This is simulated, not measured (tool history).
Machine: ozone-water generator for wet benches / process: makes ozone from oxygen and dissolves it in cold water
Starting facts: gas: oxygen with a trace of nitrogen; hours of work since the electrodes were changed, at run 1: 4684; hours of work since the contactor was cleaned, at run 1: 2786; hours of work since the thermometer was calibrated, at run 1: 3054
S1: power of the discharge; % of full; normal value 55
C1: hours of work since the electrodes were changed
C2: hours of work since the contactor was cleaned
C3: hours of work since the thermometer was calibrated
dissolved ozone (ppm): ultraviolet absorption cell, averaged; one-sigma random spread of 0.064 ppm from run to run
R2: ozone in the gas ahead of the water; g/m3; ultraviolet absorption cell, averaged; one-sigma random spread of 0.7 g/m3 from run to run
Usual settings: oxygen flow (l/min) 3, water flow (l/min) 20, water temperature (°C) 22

{"run": 1, "hour": 0.0, "S1": 55, "oxygen flow (l/min)": 3, "water flow (l/min)": 20, "water temperature (°C)": 22, "C1": 4684, "C2": 2786, "C3": 3054, "dissolved ozone (ppm)": 9.25, "R2": 125.9}
{"run": 2, "hour": 83.8, "S1": 55, "oxygen flow (l/min)": 3, "water flow (l/min)": 20, "water temperature (°C)": 22, "C1": 4759, "C2": 2861, "C3": 3130, "dissolved ozone (ppm)": 9.21, "R2": 125.8}
{"run": 3, "hour": 151.6, "S1": 55, "oxygen flow (l/min)": 3, "water flow (l/min)": 20, "water temperature (°C)": 22, "C1": 4820, "C2": 2922, "C3": 3190, "dissolved ozone (ppm)": 9.23, "R2": 125.5}
{"run": 4, "hour": 233.2, "S1": 55, "oxygen flow (l/min)": 3, "water flow (l/min)": 20, "water temperature (°C)": 22, "C1": 4893, "C2": 2995, "C3": 3264, "dissolved ozone (ppm)": 9.21, "R2": 125.9}
{"run": 5, "hour": 313.9, "S1": 55, "oxygen flow (l/min)": 3, "water flow (l/min)": 20, "water temperature (°C)": 22, "C1": 4966, "C2": 3067, "C3": 3336, "dissolved ozone (ppm)": 9.28, "R2": 126.2}
{"run": 6, "hour": 395.0, "S1": 55, "oxygen flow (l/min)": 3, "water flow (l/min)": 20, "water temperature (°C)": 22, "C1": 5038, "C2": 3140, "C3": 3409, "dissolved ozone (ppm)": 9.15, "R2": 126.2}
{"run": 7, "hour": 519.0, "S1": 55, "oxygen flow (l/min)": 3, "water flow (l/min)": 20, "water temperature (°C)": 22, "C1": 5149, "C2": 3251, "C3": 3520, "dissolved ozone (ppm)": 9.06, "R2": 124.7}
{"run": 8, "hour": 647.8, "S1": 55, "oxygen flow (l/min)": 3, "water flow (l/min)": 20, "water temperature (°C)": 22, "C1": 5265, "C2": 3367, "C3": 3635, "dissolved ozone (ppm)": 9.05, "R2": 125.4}
{"run": 9, "hour": 783.9, "S1": 55, "oxygen flow (l/min)": 3, "water flow (l/min)": 15, "water temperature (°C)": 22, "C1": 5387, "C2": 3489, "C3": 3757, "dissolved ozone (ppm)": 11.5, "R2": 125.6}
{"run": 10, "hour": 922.0, "S1": 55, "oxygen flow (l/min)": 3, "water flow (l/min)": 20, "water temperature (°C)": 22, "C1": 5511, "C2": 3612, "C3": 3881, "dissolved ozone (ppm)": 9.03, "R2": 124.9}
{"run": 11, "hour": 1061.1, "S1": 55, "oxygen flow (l/min)": 3, "water flow (l/min)": 20, "water temperature (°C)": 22, "C1": 5635, "C2": 3737, "C3": 4006, "dissolved ozone (ppm)": 9, "R2": 124.8}
{"run": 12, "hour": 1191.2, "S1": 55, "oxygen flow (l/min)": 3, "water flow (l/min)": 20, "water temperature (°C)": 22, "C1": 5752, "C2": 3854, "C3": 4122, "dissolved ozone (ppm)": 8.98, "R2": 123.9}
{"run": 13, "hour": 1312.7, "S1": 55, "oxygen flow (l/min)": 3, "water flow (l/min)": 20, "water temperature (°C)": 22, "C1": 5861, "C2": 3963, "C3": 4231, "dissolved ozone (ppm)": 9, "R2": 124.4}
{"run": 14, "hour": 1453.5, "S1": 55, "oxygen flow (l/min)": 3, "water flow (l/min)": 20, "water temperature (°C)": 22, "C1": 5987, "C2": 4089, "C3": 4358, "dissolved ozone (ppm)": 8.84, "R2": 124.3}
{"run": 15, "hour": 1597.3, "S1": 55, "oxygen flow (l/min)": 3, "water flow (l/min)": 20, "water temperature (°C)": 22, "C1": 6116, "C2": 4218, "C3": 4486, "dissolved ozone (ppm)": 8.76, "R2": 124.1}
{"run": 16, "hour": 1734.5, "S1": 55, "oxygen flow (l/min)": 4.29, "water flow (l/min)": 20, "water temperature (°C)": 22, "C1": 6239, "C2": 4341, "C3": 4609, "dissolved ozone (ppm)": 8.76, "R2": 97.5}
{"hour": 1747.6, "done": "water thermometer calibrated"}
{"run": 17, "hour": 1877.8, "S1": 55, "oxygen flow (l/min)": 3, "water flow (l/min)": 20, "water temperature (°C)": 19, "C1": 6367, "C2": 4469, "C3": 117, "dissolved ozone (ppm)": 9.12, "R2": 123.2}
{"run": 18, "hour": 2023.2, "S1": 42, "oxygen flow (l/min)": 2.88, "water flow (l/min)": 15, "water temperature (°C)": 22, "C1": 6497, "C2": 4599, "C3": 247, "dissolved ozone (ppm)": 9.02, "R2": 100.2}
{"run": 19, "hour": 2142.4, "S1": 55, "oxygen flow (l/min)": 5.35, "water flow (l/min)": 20, "water temperature (°C)": 27, "C1": 6604, "C2": 4706, "C3": 354, "dissolved ozone (ppm)": 7.75, "R2": 84.8}
{"run": 20, "hour": 2204.7, "S1": 55, "oxygen flow (l/min)": 2.43, "water flow (l/min)": 26, "water temperature (°C)": 22, "C1": 6660, "C2": 4762, "C3": 410, "dissolved ozone (ppm)": 6.83, "R2": 140.4}
{"hour": 2273.2, "done": "contactor cleaned"}
{"run": 21, "hour": 2350.9, "S1": 42, "oxygen flow (l/min)": 1.89, "water flow (l/min)": 20, "water temperature (°C)": 22, "C1": 6788, "C2": 70, "C3": 537, "dissolved ozone (ppm)": 7.21, "R2": 133}
{"run": 22, "hour": 2497.0, "S1": 42, "oxygen flow (l/min)": 2.08, "water flow (l/min)": 30, "water temperature (°C)": 28, "C1": 6919, "C2": 201, "C3": 668, "dissolved ozone (ppm)": 4.52, "R2": 124.8}
{"run": 23, "hour": 2575.7, "S1": 42, "oxygen flow (l/min)": 3.35, "water flow (l/min)": 24, "water temperature (°C)": 27, "C1": 6989, "C2": 271, "C3": 739, "dissolved ozone (ppm)": 5.82, "R2": 90.4}
{"run": 24, "hour": 2651.2, "S1": 72, "oxygen flow (l/min)": 3.35, "water flow (l/min)": 15, "water temperature (°C)": 25, "C1": 7057, "C2": 339, "C3": 806, "dissolved ozone (ppm)": 13.48, "R2": 142}
{"run": 25, "hour": 2781.4, "S1": 72, "oxygen flow (l/min)": 3.35, "water flow (l/min)": 15, "water temperature (°C)": 25, "C1": 7174, "C2": 456, "C3": 923, "dissolved ozone (ppm)": 13.44, "R2": 140.2}
{"run": 26, "hour": 2927.0, "S1": 55, "oxygen flow (l/min)": 3, "water flow (l/min)": 18, "water temperature (°C)": 22, "C1": 7304, "C2": 586, "C3": 1054, "dissolved ozone (ppm)": 9.92, "R2": 120.7}
{"run": 27, "hour": 3008.7, "S1": 86, "oxygen flow (l/min)": 2.53, "water flow (l/min)": 28, "water temperature (°C)": 27, "C1": 7377, "C2": 659, "C3": 1127, "dissolved ozone (ppm)": 8.98, "R2": 192.5}
{"run": 28, "hour": 3123.1, "S1": 55, "oxygen flow (l/min)": 1.51, "water flow (l/min)": 20, "water temperature (°C)": 17, "C1": 7480, "C2": 762, "C3": 1230, "dissolved ozone (ppm)": 8.81, "R2": 190.8}
{"run": 29, "hour": 3202.7, "S1": 55, "oxygen flow (l/min)": 1.51, "water flow (l/min)": 20, "water temperature (°C)": 17, "C1": 7551, "C2": 833, "C3": 1301, "dissolved ozone (ppm)": 8.82, "R2": 188}
{"run": 30, "hour": 3278.8, "S1": 55, "oxygen flow (l/min)": 1.51, "water flow (l/min)": 20, "water temperature (°C)": 17, "C1": 7619, "C2": 901, "C3": 1369, "dissolved ozone (ppm)": 8.9, "R2": 190.5}
{"hour": 3402.2, "done": "electrodes of the discharge changed"}
{"run": 31, "hour": 3406.8, "S1": 55, "oxygen flow (l/min)": 4.2, "water flow (l/min)": 20, "water temperature (°C)": 19, "C1": 4, "C2": 1011, "C3": 1478, "dissolved ozone (ppm)": 10.34, "R2": 108}
{"run": 32, "hour": 3546.4, "S1": 76, "oxygen flow (l/min)": 4.2, "water flow (l/min)": 20, "water temperature (°C)": 19, "C1": 129, "C2": 1136, "C3": 1604, "dissolved ozone (ppm)": 13.89, "R2": 146.2}
{"run": 33, "hour": 3622.4, "S1": 61, "oxygen flow (l/min)": 3.38, "water flow (l/min)": 25, "water temperature (°C)": 16, "C1": 197, "C2": 1204, "C3": 1672, "dissolved ozone (ppm)": 9.61, "R2": 137.5}

Consider 3 possible next runs. They are alternatives, not a sequence: every one starts from the tool as it was left by run 33. What does each give?
{"run": "A", "hour": 3716.5, "S1": 93, "oxygen flow (l/min)": 2.59, "water flow (l/min)": 25, "water temperature (°C)": 16, "C1": 282, "C2": 1288, "C3": 1756, "dissolved ozone (ppm)": "?", "R2": "?"}
{"run": "B", "hour": 3716.5, "S1": 96, "oxygen flow (l/min)": 4.12, "water flow (l/min)": 20, "water temperature (°C)": 25, "C1": 282, "C2": 1288, "C3": 1756, "dissolved ozone (ppm)": "?", "R2": "?"}
{"run": "C", "hour": 3716.5, "S1": 61, "oxygen flow (l/min)": 3.38, "water flow (l/min)": 25, "water temperature (°C)": 29, "C1": 282, "C2": 1288, "C3": 1756, "dissolved ozone (ppm)": "?", "R2": "?"}

run=A dissolved_ozone_(ppm)=13.67 R2=240.7
run=B dissolved_ozone_(ppm)=15.61 R2=182.1
run=C dissolved_ozone_(ppm)=8.4 R2=138
Had the tool no hidden state, the same runs would have come out as:
run=A dissolved_ozone_(ppm)=13.92 R2=241.2
run=B dissolved_ozone_(ppm)=15.89 R2=182.5
run=C dissolved_ozone_(ppm)=8.56 R2=138.1
